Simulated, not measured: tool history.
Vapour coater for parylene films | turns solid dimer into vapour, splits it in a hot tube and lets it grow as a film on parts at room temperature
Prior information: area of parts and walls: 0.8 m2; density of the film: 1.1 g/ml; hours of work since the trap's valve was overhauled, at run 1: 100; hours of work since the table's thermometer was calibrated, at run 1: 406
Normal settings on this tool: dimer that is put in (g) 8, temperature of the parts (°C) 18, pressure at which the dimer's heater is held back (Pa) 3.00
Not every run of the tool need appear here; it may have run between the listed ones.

| run | hour | dimer that is put in (g) | temperature of the parts (°C) | pressure at which the dimer's heater is held back (Pa) | hours of work since the trap's valve was overhauled | hours of work since the table's thermometer was calibrated | thickness of the film (um) |
|---|---|---|---|---|---|---|---|
| 1 | 0.0 | 8 | 18 | 3.00 | 100 | 406 | 4.92 |
| 2 | 76.7 | 13 | 18 | 3.00 | 143 | 449 | 7.85 |
| 3 | 115.2 | 13 | 18 | 3.00 | 164 | 470 | 7.70 |
| 4 | 183.4 | 13 | 18 | 3.00 | 203 | 509 | 7.78 |
| 5 | 240.8 | 13 | 18 | 3.00 | 235 | 541 | 7.61 |
| 6 | 300.5 | 8 | 15 | 3.00 | 268 | 574 | 5.31 |
| 7 | 357.0 | 8 | 15 | 3.00 | 300 | 606 | 5.14 |
| 8 | 404.3 | 8 | 18 | 3.00 | 326 | 633 | 4.50 |
| 9 | 436.9 | 8 | 18 | 3.00 | 345 | 651 | 4.43 |
| 10 | 484.2 | 8 | 15 | 3.00 | 371 | 677 | 5.15 |
| 11 | 558.0 | 8 | 15 | 3.00 | 413 | 719 | 5.01 |
| 12 | 622.7 | 8 | 15 | 3.00 | 449 | 755 | 4.97 |
|  | 643.6 | trap's valve overhauled |
| 13 | 691.7 | 8 | 18 | 6.01 | 27 | 792 | 3.30 |
| 14 | 766.6 | 8 | 18 | 3.00 | 69 | 834 | 3.71 |
| 15 | 834.9 | 8 | 18 | 3.00 | 107 | 872 | 3.65 |
| 16 | 885.6 | 8 | 18 | 3.00 | 136 | 900 | 3.63 |
| 17 | 944.6 | 6 | 18 | 3.00 | 169 | 933 | 2.69 |
|  | 994.0 | trap's valve overhauled, once more |
| 18 | 995.0 | 6 | 18 | 3.00 | 1 | 959 | 3.86 |
| 19 | 1045.4 | 6 | 18 | 3.00 | 29 | 988 | 3.80 |
| 20 | 1093.8 | 8 | 18 | 3.00 | 56 | 1015 | 5.11 |
| 21 | 1156.1 | 9 | 18 | 3.00 | 91 | 1050 | 5.72 |
| 22 | 1223.1 | 8 | 18 | 3.00 | 129 | 1087 | 4.98 |
| 23 | 1256.3 | 8 | 18 | 3.00 | 147 | 1106 | 4.93 |
|  | 1273.3 | table's thermometer calibrated |
| 24 | 1316.2 | 8 | 18 | 3.00 | 180 | 24 | 4.61 |
| 25 | 1384.5 | 8 | 18 | 3.00 | 219 | 62 | 4.61 |
| 26 | 1421.9 | 9 | 18 | 7.65 | 239 | 83 | 4.42 |
| 27 | 1490.0 | 4 | 17 | 2.51 | 278 | 122 | 2.46 |
| 28 | 1559.7 | 8 | 12 | 4.69 | 317 | 161 | 5.38 |

Run 29 comes next. What will it give?
| 29 | 1594.2 | 8 | 12 | 4.69 | 336 | 180 | ? |

Run 29 came out at thickness of the film (um) 5.36.
With the hidden condition absent and the run-to-run variation left alone, this run would have shown thickness of the film (um) 6.00.

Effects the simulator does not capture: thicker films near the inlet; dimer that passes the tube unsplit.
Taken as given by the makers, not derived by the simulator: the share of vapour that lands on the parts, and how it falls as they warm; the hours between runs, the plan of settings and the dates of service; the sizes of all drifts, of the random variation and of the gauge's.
